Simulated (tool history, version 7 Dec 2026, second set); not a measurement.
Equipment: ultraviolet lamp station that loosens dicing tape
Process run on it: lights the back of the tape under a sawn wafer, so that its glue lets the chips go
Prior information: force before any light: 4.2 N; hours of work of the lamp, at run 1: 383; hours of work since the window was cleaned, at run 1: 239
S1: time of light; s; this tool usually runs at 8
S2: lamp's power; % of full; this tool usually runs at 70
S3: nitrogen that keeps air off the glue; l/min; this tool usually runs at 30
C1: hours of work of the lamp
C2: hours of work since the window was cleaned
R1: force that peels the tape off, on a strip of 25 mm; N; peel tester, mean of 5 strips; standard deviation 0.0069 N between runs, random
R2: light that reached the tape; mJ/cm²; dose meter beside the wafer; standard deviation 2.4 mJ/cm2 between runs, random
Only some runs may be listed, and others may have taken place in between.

run,day,S1,S2,S3,C1,C2,R1,R2
1,0.000,8,70,30,383,239,0.353,192
2,1.467,8,70,30,409,265,0.367,184
3,3.708,8,70,30,448,305,0.378,180
4,5.438,8,70,30,479,335,0.391,177
# day 7.800: window cleaned of glue's vapour
5,8.229,8,82,30,528,8,0.247,236
6,10.975,8,71,30,577,56,0.330,196
7,12.671,8,71,30,607,86,0.356,188
8,15.358,14,70,27,655,134,0.201,319
9,17.471,14,99,45,692,172,0.182,433
10,20.079,14,99,45,738,218,0.196,417
11,22.179,8,96,10,776,255,0.424,225
12,24.996,8,96,10,826,305,0.460,214
13,27.508,4,71,10,870,350,1.776,77

Results per run with the tool's hidden condition removed, run-to-run variation unchanged:
Hidden state at play: lamp's light, % of a new lamp's; light that the window lets through, % of a clean one's; drift of the gauge itself on peel_n, %; drift of the gauge itself on dose_mj_cm2, %.
run,R1,R2
1,0.246,252
2,0.248,249
3,0.243,251
4,0.239,253
5,0.196,298
6,0.230,258
7,0.240,254
8,0.181,447
9,0.181,627
10,0.194,629
11,0.232,349
12,0.233,349
13,1.006,130
